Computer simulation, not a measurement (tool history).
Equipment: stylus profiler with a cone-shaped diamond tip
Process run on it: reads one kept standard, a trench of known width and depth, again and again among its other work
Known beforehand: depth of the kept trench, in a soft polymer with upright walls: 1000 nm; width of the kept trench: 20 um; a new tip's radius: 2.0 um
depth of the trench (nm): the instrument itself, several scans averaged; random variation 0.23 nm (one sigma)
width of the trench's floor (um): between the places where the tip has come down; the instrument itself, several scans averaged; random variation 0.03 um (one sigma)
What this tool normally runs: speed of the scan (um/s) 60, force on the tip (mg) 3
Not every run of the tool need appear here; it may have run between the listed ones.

| run | hour | speed of the scan (um/s) | force on the tip (mg) | depth of the trench (nm) | width of the trench's floor (um) |
|---|---|---|---|---|---|
| 1 | 0 | 60 | 3 | 1018.32 | 15.67 |
| 2 | 18.6 | 60 | 3 | 1018.24 | 15.71 |
| 3 | 41.4 | 83 | 3 | 1018.03 | 15.58 |
| 4 | 62.9 | 83 | 3 | 1018.25 | 15.57 |
| 5 | 76.6 | 83 | 3 | 1018.23 | 15.56 |
|  | 79.4 | height scale calibrated on a step standard |
| 6 | 98.4 | 83 | 3 | 1019.66 | 15.52 |
| 7 | 118.8 | 83 | 3 | 1019.83 | 15.52 |
| 8 | 137 | 33 | 3 | 1020.11 | 15.71 |
| 9 | 160.6 | 33 | 3 | 1020.27 | 15.69 |
| 10 | 180.8 | 23 | 4.32 | 1024.07 | 15.74 |
| 11 | 196.5 | 109 | 6.5 | 1030.46 | 15.46 |
| 12 | 211.9 | 173 | 4.28 | 1024.57 | 15.2 |

Consider 5 possible next runs. They are alternatives, not a sequence: every one starts from the tool as it was left by run 12. What does each give?
| A | 228 | 173 | 1.73 | ? | ? |
| B | 228 | 57 | 4.28 | ? | ? |
| C | 228 | 20 | 2.2 | ? | ? |
| D | 228 | 18 | 4.77 | ? | ? |
| E | 228 | 26 | 4.28 | ? | ? |

| run | depth of the trench (nm) | width of the trench's floor (um) |
|---|---|---|
| A | 1016.12 | 14.84 |
| B | 1024.78 | 15.57 |
| C | 1017.34 | 15.62 |
| D | 1025.63 | 15.73 |
| E | 1024.34 | 15.69 |
Without the tool's hidden state the same runs would have given:
| run | depth of the trench (nm) | width of the trench's floor (um) |
|---|---|---|
| A | 1010.8 | 15.63 |
| B | 1019.41 | 16.35 |
| C | 1012.01 | 16.4 |
| D | 1020.26 | 16.52 |
| E | 1018.97 | 16.47 |

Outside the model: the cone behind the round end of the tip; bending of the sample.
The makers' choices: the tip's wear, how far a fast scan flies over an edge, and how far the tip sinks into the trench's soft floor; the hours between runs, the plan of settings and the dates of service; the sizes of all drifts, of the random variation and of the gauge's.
